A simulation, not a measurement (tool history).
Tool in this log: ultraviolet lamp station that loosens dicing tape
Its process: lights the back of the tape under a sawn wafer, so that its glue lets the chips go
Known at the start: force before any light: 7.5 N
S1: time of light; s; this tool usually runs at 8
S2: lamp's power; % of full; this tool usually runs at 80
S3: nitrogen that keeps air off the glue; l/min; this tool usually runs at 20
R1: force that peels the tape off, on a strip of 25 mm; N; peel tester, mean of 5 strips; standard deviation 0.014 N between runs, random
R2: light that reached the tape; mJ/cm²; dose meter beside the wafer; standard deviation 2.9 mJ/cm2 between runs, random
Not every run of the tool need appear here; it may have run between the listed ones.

run	hour	S1	S2	S3	R1	R2
1	0.0	8	80	20	0.906	362
2	67.6	8	80	20	1.013	356
3	120.5	8	80	20	1.048	351
4	195.2	8	80	20	1.009	337
5	263.5	8	80	20	1.082	332
6	322.6	5	80	20	2.220	207
7	372.9	5	80	20	2.250	199
8	425.4	8	80	20	1.237	307
9	487.0	8	62	20	1.850	239
10	528.5	8	80	20	1.263	298
11	559.6	15	80	20	0.363	560
12	599.9	8	80	20	1.334	295
13	649.9	8	79	20	1.418	285
14	721.3	8	80	20	1.452	282
15	787.8	8	80	20	1.470	272
# hour 842.6: window cleaned of glue's vapour
16	863.1	8	80	20	1.289	304
# hour 898.3: lamp changed
17	921.9	8	80	9	1.263	410
18	965.8	9	84	37	0.353	486
19	1010.8	4	80	17	2.406	201
20	1073.3	4	80	17	2.471	197
21	1104.5	8	66	20	1.088	324
22	1145.0	8	83	9	1.272	406
23	1188.2	8	92	31	0.458	443
24	1218.8	4	80	13	2.819	196
25	1249.7	10	99	25	0.294	585
26	1320.0	10	68	25	0.654	399
27	1366.1	10	68	25	0.686	394
28	1436.3	9	63	18	1.236	316
29	1495.7	5	72	6	3.635	194
30	1563.3	9	84	28	0.580	405
31	1633.8	8	97	28	0.566	414
32	1701.5	8	74	11	1.843	305
33	1736.3	8	87	11	1.378	356
# hour 1743.1: window cleaned of glue's vapour
34	1790.0	8	87	11	1.181	397

Alternative continuations, all from the tool just after run 34; predict every row:
A	1833.2	8	68	20	?	?
B	1833.2	7	70	21	?	?
C	1833.2	15	64	8	?	?

run	R1	R2
A	1.278	304
B	1.443	271
C	0.833	529
With the hidden condition removed and each run's random variation left untouched, the same runs would have given:
run	R1	R2
A	0.932	363
B	1.070	325
C	0.580	632
